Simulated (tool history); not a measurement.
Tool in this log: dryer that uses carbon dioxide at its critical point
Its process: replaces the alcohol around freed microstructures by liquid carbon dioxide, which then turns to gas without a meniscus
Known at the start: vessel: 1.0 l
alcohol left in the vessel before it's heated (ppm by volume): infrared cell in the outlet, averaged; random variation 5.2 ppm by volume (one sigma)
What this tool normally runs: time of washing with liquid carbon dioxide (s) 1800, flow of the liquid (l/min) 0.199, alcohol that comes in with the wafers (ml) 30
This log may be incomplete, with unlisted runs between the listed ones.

run,hour,time of washing with liquid carbon dioxide (s),flow of the liquid (l/min),alcohol that comes in with the wafers (ml),alcohol left in the vessel before it's heated (ppm by volume)
1,0.0,1800,0.199,30,233
2,17.4,1800,0.199,30,227
3,33.2,1800,0.199,30,228
4,46.5,1800,0.199,30,229
5,68.6,1800,0.199,30,241
6,90.6,1800,0.199,30,243
7,110.6,1800,0.199,79,418
8,123.9,1800,0.199,79,432
9,139.5,1800,0.199,30,257
10,153.8,1920,0.199,30,224
11,172.7,1800,0.199,30,270
12,192.5,1800,0.199,30,281
13,214.2,2580,0.130,70,564
14,234.3,2580,0.130,70,592
15,257.0,1680,0.194,79,726
16,282.3,2100,0.314,30,181
17,311.3,1800,0.199,38,353
18,336.1,1140,0.134,104,10756
19,363.2,1800,0.162,42,725
20,391.4,1500,0.128,42,2693
21,403.3,1500,0.128,42,2710
22,428.5,1500,0.128,42,2709
23,444.5,1500,0.128,42,2829

What if the next run were any one of these 4? Each begins from the tool's condition after run 23:
A,471.3,2580,0.128,42,?
B,471.3,1440,0.196,26,?
C,471.3,1500,0.128,29,?
D,471.3,1140,0.119,30,?

run,alcohol left in the vessel before it's heated (ppm by volume)
A,548
B,637
C,2011
D,4469
Without the tool's unlogged condition, the same runs would have read:
run,alcohol left in the vessel before it's heated (ppm by volume)
A,192
B,257
C,1259
D,3296
